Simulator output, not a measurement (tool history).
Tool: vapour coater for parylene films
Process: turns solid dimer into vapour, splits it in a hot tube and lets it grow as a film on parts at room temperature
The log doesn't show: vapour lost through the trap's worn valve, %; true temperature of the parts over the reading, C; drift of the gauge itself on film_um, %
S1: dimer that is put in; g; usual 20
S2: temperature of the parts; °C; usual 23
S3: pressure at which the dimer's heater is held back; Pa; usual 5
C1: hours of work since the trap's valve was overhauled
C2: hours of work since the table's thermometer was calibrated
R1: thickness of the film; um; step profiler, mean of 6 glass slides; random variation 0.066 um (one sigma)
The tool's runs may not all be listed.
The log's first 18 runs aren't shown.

run   hour  S1  S2    S3   C1   C2     R1
     331.5  -- trap's valve overhauled
 19  340.7  20  23     5    4   25   7.99
 20  358.8  18  23     5   12   34   7.21
 21  369.5  18  23     5   17   38   7.18
 22  380.6  20  23     5   22   43   7.97
     388.9  -- table's thermometer calibrated, once more
 23  402.9  27  30  7.61   32    6   7.06
 24  421.9  27  30  2.09   41   15   9.62
 25  437.3  21  23     5   48   22   7.96
 26  461.9  21  23     5   59   33   7.83
 27  486.6  10  31  8.93   70   45   2.39
 28  507.8  24  19  3.88   80   54   11.1
 29  521.8  24  22  3.88   86   61    9.9
 30    548  35  23     5   98   73  12.92
 31  559.4  35  23     5  103   78  13.13
 32  577.6   9  17     5  112   86   4.19
 33  599.4   9  17     5  122   96   4.15
 34  612.5   9  17     5  128  102   4.27
 35  626.6   9  17     5  134  108   4.16
 36  648.3  23  29   2.1  144  118   8.13
 37  671.7   9  26  2.55  155  129   3.45
 38  687.8   9  26  2.55  162  136   3.36
 39  705.2   9  26  2.55  170  144   3.37
 40  727.3   9  26  2.55  180  154   3.38
 41  739.7   9  17  6.84  186  160   3.76
 42  753.4   9  17  6.84  192  166   3.74
 43  765.1  28  23  2.02  197  172  12.38

Forecast each of these 3 alternatives for the next run:
  A  791.1  13  32  2.02  209  183   ?
  B  791.1   8  23  2.02  209  183   ?
  C  791.1  20  20  3.35  209  183   ?

run    R1
  A  3.93
  B  3.48
  C  8.82
Without the tool's hidden state the same runs would have given:
run    R1
  A  4.39
  B  3.88
  C  9.84
